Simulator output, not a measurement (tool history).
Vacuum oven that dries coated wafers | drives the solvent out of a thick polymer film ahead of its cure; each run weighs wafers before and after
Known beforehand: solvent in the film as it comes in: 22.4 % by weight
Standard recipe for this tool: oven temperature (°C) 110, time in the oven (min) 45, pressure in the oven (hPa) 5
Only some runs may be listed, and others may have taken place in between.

run	hour	oven temperature (°C)	time in the oven (min)	pressure in the oven (hPa)	solvent left in the film (%)
1	0	110	45	5	1.56
2	51.4	110	45	5	1.55
3	82.9	110	45	3.29	1.4
4	122.2	110	45	3.29	1.43
5	161.4	110	45	3.29	1.39
6	197.2	110	45	3.29	1.49
7	254.1	98	45	5	4.08
8	306.8	98	45	5	3.91
9	362.2	110	45	5	1.55
10	397.7	120	24	3.16	2.06
11	438.3	120	38	14.55	1.61
12	470.4	106	38	14.55	3.9
13	506.4	99	50	7.84	3.66
# hour 513.2: vacuum gauge cleaned of residue and calibrated
14	561.8	99	50	7.84	3.66
# hour 605.1: oven's thermocouples calibrated
15	608.5	110	53	5.1	1.24
16	663.2	103	80	17	2.79
17	702.8	110	27	3.63	3.59
18	749.2	110	23	7.71	4.68

Here are 4 independent what-if runs from the current tool condition. What would each one return?
# hour 777.4: vacuum gauge cleaned of residue and calibrated, once more
A	792.9	110	33	6.81	?
# hour 777.4: vacuum gauge cleaned of residue and calibrated, once more
B	792.9	110	23	5.65	?
# hour 777.4: vacuum gauge cleaned of residue and calibrated, once more
C	792.9	110	45	4.46	?
# hour 777.4: vacuum gauge cleaned of residue and calibrated, once more
D	792.9	110	23	2.81	?

run	solvent left in the film (%)
A	2.64
B	4.4
C	1.33
D	4.1
With no hidden state in the tool, these same runs would have given:
run	solvent left in the film (%)
A	2.77
B	4.57
C	1.42
D	4.28
